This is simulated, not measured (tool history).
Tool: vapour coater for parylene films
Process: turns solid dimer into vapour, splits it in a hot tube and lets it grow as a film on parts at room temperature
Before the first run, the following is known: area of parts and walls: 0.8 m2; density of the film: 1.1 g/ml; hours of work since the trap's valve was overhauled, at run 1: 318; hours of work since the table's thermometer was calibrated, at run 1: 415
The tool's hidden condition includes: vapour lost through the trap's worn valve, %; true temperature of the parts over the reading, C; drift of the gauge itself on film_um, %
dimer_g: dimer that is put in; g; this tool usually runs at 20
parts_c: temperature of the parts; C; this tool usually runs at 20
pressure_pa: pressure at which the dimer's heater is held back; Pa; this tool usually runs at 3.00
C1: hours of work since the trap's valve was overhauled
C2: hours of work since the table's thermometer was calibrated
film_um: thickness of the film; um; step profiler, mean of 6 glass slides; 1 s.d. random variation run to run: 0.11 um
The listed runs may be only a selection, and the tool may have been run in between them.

{"run": 1, "hour": 0.0, "dimer_g": 20, "parts_c": 20, "pressure_pa": 3.0, "C1": 318, "C2": 415, "film_um": 11.64}
{"run": 2, "hour": 10.0, "dimer_g": 20, "parts_c": 20, "pressure_pa": 3.0, "C1": 324, "C2": 421, "film_um": 11.65}
{"run": 3, "hour": 20.9, "dimer_g": 20, "parts_c": 20, "pressure_pa": 3.0, "C1": 330, "C2": 427, "film_um": 11.67}
{"run": 4, "hour": 29.6, "dimer_g": 20, "parts_c": 20, "pressure_pa": 3.0, "C1": 336, "C2": 432, "film_um": 11.66}
{"run": 5, "hour": 39.1, "dimer_g": 20, "parts_c": 20, "pressure_pa": 3.0, "C1": 341, "C2": 438, "film_um": 11.51}
{"run": 6, "hour": 47.1, "dimer_g": 20, "parts_c": 20, "pressure_pa": 3.0, "C1": 346, "C2": 443, "film_um": 11.59}
{"run": 7, "hour": 66.6, "dimer_g": 20, "parts_c": 21, "pressure_pa": 3.0, "C1": 357, "C2": 454, "film_um": 11.05}
{"run": 8, "hour": 82.8, "dimer_g": 20, "parts_c": 21, "pressure_pa": 3.0, "C1": 367, "C2": 464, "film_um": 11.04}
{"run": 9, "hour": 99.8, "dimer_g": 20, "parts_c": 21, "pressure_pa": 3.0, "C1": 377, "C2": 474, "film_um": 10.94}
{"run": 10, "hour": 114.8, "dimer_g": 20, "parts_c": 20, "pressure_pa": 8.14, "C1": 386, "C2": 483, "film_um": 10.8}
{"run": 11, "hour": 130.9, "dimer_g": 20, "parts_c": 20, "pressure_pa": 8.14, "C1": 395, "C2": 492, "film_um": 10.75}
{"run": 12, "hour": 142.5, "dimer_g": 20, "parts_c": 20, "pressure_pa": 2.55, "C1": 402, "C2": 499, "film_um": 11.49}
{"run": 13, "hour": 155.3, "dimer_g": 20, "parts_c": 20, "pressure_pa": 2.28, "C1": 410, "C2": 506, "film_um": 11.73}
{"run": 14, "hour": 166.4, "dimer_g": 32, "parts_c": 20, "pressure_pa": 2.3, "C1": 416, "C2": 513, "film_um": 18.41}
{"run": 15, "hour": 182.5, "dimer_g": 32, "parts_c": 13, "pressure_pa": 3.39, "C1": 426, "C2": 522, "film_um": 25.23}
{"run": 16, "hour": 196.6, "dimer_g": 28, "parts_c": 13, "pressure_pa": 10.03, "C1": 434, "C2": 531, "film_um": 20.57}
{"run": 17, "hour": 214.5, "dimer_g": 14, "parts_c": 32, "pressure_pa": 8.49, "C1": 445, "C2": 541, "film_um": 4.17}
{"run": 18, "hour": 234.0, "dimer_g": 10, "parts_c": 20, "pressure_pa": 4.08, "C1": 456, "C2": 553, "film_um": 5.58}
{"run": 19, "hour": 243.6, "dimer_g": 10, "parts_c": 20, "pressure_pa": 4.08, "C1": 462, "C2": 559, "film_um": 5.44}
{"run": 20, "hour": 252.2, "dimer_g": 16, "parts_c": 15, "pressure_pa": 9.04, "C1": 467, "C2": 564, "film_um": 10.7}
{"run": 21, "hour": 265.5, "dimer_g": 26, "parts_c": 20, "pressure_pa": 4.05, "C1": 475, "C2": 571, "film_um": 14.02}
{"run": 22, "hour": 275.3, "dimer_g": 17, "parts_c": 28, "pressure_pa": 7.59, "C1": 481, "C2": 577, "film_um": 5.98}
{"hour": 289.5, "done": "trap's valve overhauled"}
{"run": 23, "hour": 295.3, "dimer_g": 20, "parts_c": 20, "pressure_pa": 4.3, "C1": 3, "C2": 587, "film_um": 12.65}
{"run": 24, "hour": 313.6, "dimer_g": 9, "parts_c": 20, "pressure_pa": 3.69, "C1": 14, "C2": 598, "film_um": 5.71}

Alternative continuations, all from the tool just after run 24; predict every row:
{"run": "A", "hour": 333.3, "dimer_g": 29, "parts_c": 16, "pressure_pa": 2.44, "C1": 26, "C2": 609, "film_um": "?"}
{"run": "B", "hour": 333.3, "dimer_g": 12, "parts_c": 28, "pressure_pa": 4.32, "C1": 26, "C2": 609, "film_um": "?"}
{"run": "C", "hour": 333.3, "dimer_g": 9, "parts_c": 13, "pressure_pa": 4.19, "C1": 26, "C2": 609, "film_um": "?"}

run=A film_um=22.55
run=B film_um=5.10
run=C film_um=7.85
Stripped of hidden state, with their random variation kept, the same runs would have yielded:
run=A film_um=23.06
run=B film_um=5.21
run=C film_um=8.03
